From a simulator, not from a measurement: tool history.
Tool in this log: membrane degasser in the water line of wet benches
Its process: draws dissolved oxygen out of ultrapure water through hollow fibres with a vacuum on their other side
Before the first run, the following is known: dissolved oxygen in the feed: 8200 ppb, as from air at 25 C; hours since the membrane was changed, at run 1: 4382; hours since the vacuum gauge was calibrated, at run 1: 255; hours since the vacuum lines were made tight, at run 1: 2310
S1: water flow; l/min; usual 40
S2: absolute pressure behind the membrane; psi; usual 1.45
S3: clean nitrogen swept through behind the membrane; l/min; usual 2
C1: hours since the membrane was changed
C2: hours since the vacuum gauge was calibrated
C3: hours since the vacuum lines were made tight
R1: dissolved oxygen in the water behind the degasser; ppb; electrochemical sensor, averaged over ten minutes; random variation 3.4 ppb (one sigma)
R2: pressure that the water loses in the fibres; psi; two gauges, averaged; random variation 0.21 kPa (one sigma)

Run 1, hour 0: usual settings; C1 4382; C2 255; C3 2310. Result: R1 361.8 ppb, R2 7.693 psi.
Run 2, hour 205.9: usual settings; C1 4588; C2 461; C3 2516. Result: R1 365.9 ppb, R2 7.696 psi.
Run 3, hour 383.9: usual settings but S3 3.88 l/min; C1 4766; C2 639; C3 2694. Result: R1 233.9 ppb, R2 7.746 psi.
At hour 583.4: seals of the vacuum lines changed.
Run 4, hour 615.3: usual settings but S3 3.88 l/min; C1 4995; C2 868; C3 32. Result: R1 236.7 ppb, R2 7.687 psi.
Run 5, hour 848.9: usual settings but S3 3.88 l/min; C1 5229; C2 1101; C3 265. Result: R1 241.3 ppb, R2 7.762 psi.
Run 6, hour 1162.9: usual settings but S3 3.88 l/min; C1 5543; C2 1415; C3 579. Result: R1 234.4 ppb, R2 7.794 psi.
Run 7, hour 1489.9: usual settings but S3 3.88 l/min; C1 5870; C2 1742; C3 906. Result: R1 238.2 ppb, R2 7.794 psi.
Run 8, hour 1819.1: usual settings; C1 6199; C2 2072; C3 1236. Result: R1 373.5 ppb, R2 7.854 psi.
Run 9, hour 1999: usual settings; C1 6379; C2 2252; C3 1416. Result: R1 376.3 ppb, R2 7.89 psi.
Run 10, hour 2211.5: usual settings; C1 6592; C2 2464; C3 1628. Result: R1 369.2 ppb, R2 7.89 psi.
Run 11, hour 2551.9: usual settings; C1 6932; C2 2804; C3 1969. Result: R1 380.3 ppb, R2 7.881 psi.
Run 12, hour 2829.5: usual settings but S1 62 l/min; C1 7210; C2 3082; C3 2246. Result: R1 601 ppb, R2 12.275 psi.
Run 13, hour 3147.4: usual settings but S3 4.65 l/min; C1 7527; C2 3400; C3 2564. Result: R1 221.1 ppb, R2 8.016 psi.
Run 14, hour 3337.6: usual settings but S3 4.65 l/min; C1 7718; C2 3590; C3 2754. Result: R1 226.3 ppb, R2 7.954 psi.
At hour 3462.5: seals of the vacuum lines changed.
Run 15, hour 3595.3: usual settings but S3 4.65 l/min; C1 7973; C2 3846; C3 133. Result: R1 227.4 ppb, R2 8.023 psi.
Run 16, hour 3769.8: usual settings but S3 4.65 l/min; C1 8148; C2 4020; C3 307. Result: R1 221.8 ppb, R2 8.038 psi.
Run 17, hour 3993.5: usual settings; C1 8372; C2 4244; C3 531. Result: R1 392.2 ppb, R2 8.031 psi.
Run 18, hour 4312.9: usual settings but S1 27 l/min, S2 1.64 psi; C1 8691; C2 4564; C3 850. Result: R1 302.8 ppb, R2 5.43 psi.
Run 19, hour 4600.5: usual settings but S1 27 l/min, S2 1.64 psi; C1 8979; C2 4851; C3 1138. Result: R1 301.7 ppb, R2 5.487 psi.
Run 20, hour 4835.8: usual settings but S1 61 l/min, S2 3.34 psi, S3 1.65 l/min; C1 9214; C2 5086; C3 1373. Result: R1 1473 ppb, R2 12.437 psi.
At hour 4885.2: membrane cartridge changed.
Run 21, hour 5077.6: usual settings but S2 1.8 psi, S3 1.79 l/min; C1 192; C2 5324; C3 1611. Result: R1 505.9 ppb, R2 7.287 psi.

Run 22 is up next; what results do you expect?
Run 22, hour 5312.9: usual settings but S2 1.8 psi, S3 1.79 l/min; C1 428; C2 5559; C3 1846. Result: R1 ?, R2 ?.

R1: 500.6 ppb
R2: 7.311 psi
Without the tool's hidden state the same run would have given R1 475.4 ppb, R2 7.278 psi.
